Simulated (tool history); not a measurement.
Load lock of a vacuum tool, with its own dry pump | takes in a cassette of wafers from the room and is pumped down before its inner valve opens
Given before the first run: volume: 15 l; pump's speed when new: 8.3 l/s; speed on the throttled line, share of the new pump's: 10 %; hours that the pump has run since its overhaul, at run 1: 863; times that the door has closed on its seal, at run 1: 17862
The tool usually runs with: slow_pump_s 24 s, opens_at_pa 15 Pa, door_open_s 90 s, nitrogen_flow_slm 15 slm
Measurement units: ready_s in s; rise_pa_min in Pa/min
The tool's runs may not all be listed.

run	day	slow_pump_s	opens_at_pa	door_open_s	nitrogen_flow_slm	hours that the pump has run since its overhaul	times that the door has closed on its seal	incoming humidity of the room's air, %	ready_s	rise_pa_min
1	0.000	24	15	90	15	863	17862	42.4	37.8	0.460
2	5.604	24	15	90	15	998	18228	45.0	37.8	0.476
3	10.688	24	15	90	15	1120	18560	44.9	38.0	0.483
4	13.708	24	15	90	15	1192	18758	41.6	37.8	0.482
5	19.383	24	15	90	15	1328	19129	46.5	37.4	0.508
6	23.496	24	15	90	15	1427	19398	45.1	38.3	0.517
7	28.142	24	15	90	15	1539	19701	44.1	37.9	0.529
8	31.058	24	15	90	15	1609	19892	47.3	37.4	0.530
9	36.938	24	15	90	15	1750	20276	45.7	38.2	0.559
10	42.042	24	15	90	15	1872	20610	43.4	38.3	0.571
11	48.171	26	14	55	15	2019	21011	44.2	40.0	0.565
# day 50.542: door's seal changed, seat wiped
12	50.871	26	14	55	15	2083	21	42.8	39.6	0.034
13	55.338	26	14	168	15	2190	313	44.8	39.8	0.073
14	59.075	26	14	124	41	2280	557	45.1	40.0	0.046
15	64.292	26	14	124	41	2405	898	47.4	39.5	0.046
16	70.200	26	14	124	41	2546	1285	46.3	39.7	0.051
17	74.862	15	19	124	41	2658	1590	46.1	29.3	0.050
18	80.046	30	28	90	8	2783	1928	46.3	42.3	0.076
19	83.704	30	28	90	8	2871	2167	46.3	41.5	0.074

Each row is a separate what-if for the run after 19, all from the same tool condition, not one after another. Results?
A	88.112	24	15	89	5	2976	2456	46.1	?	?
B	88.112	30	15	90	8	2976	2456	46.7	?	?
C	88.112	24	15	185	8	2976	2456	48.2	?	?
D	88.112	13	18	90	21	2976	2456	43.8	?	?

run	ready_s	rise_pa_min
A	38.6	0.080
B	43.5	0.081
C	38.7	0.111
D	28.0	0.067
Had the tool no hidden state, the same runs would have come out as:
run	ready_s	rise_pa_min
A	38.1	0.057
B	42.9	0.058
C	38.1	0.088
D	27.5	0.044
